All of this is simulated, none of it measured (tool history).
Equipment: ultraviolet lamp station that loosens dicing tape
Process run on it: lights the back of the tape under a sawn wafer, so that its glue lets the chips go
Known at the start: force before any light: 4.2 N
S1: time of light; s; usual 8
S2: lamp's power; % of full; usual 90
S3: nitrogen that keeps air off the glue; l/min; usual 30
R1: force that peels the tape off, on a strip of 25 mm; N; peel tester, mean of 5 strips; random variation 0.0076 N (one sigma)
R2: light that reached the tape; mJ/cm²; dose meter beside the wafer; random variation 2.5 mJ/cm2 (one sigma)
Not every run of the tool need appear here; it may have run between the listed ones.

run     day  S1  S2  S3     R1   R2
  1   0.000   8  90  30  0.552  196
  2   1.375   8  90  30  0.563  192
  3   2.483   6  90  30  0.893  143
  4   4.867   6  90  30  0.879  138
  5   7.350   6  90  30  0.950  137
  6   8.758   6  90  30  0.977  130
  7  11.212   6  90  30  1.028  129
  8  12.508   6  90  30  1.046  132
  9  13.683   4  81  15  1.969   75
 10  15.208   6  90  11  1.336  120

For run 11, what comes out?
 11  16.575   6  90  11   ?   ?

{"run 11": {"R1": 1.43, "R2": 121}}
With no hidden state in the tool, this same run would have given R1 0.601 N, R2 234 mJ/cm².

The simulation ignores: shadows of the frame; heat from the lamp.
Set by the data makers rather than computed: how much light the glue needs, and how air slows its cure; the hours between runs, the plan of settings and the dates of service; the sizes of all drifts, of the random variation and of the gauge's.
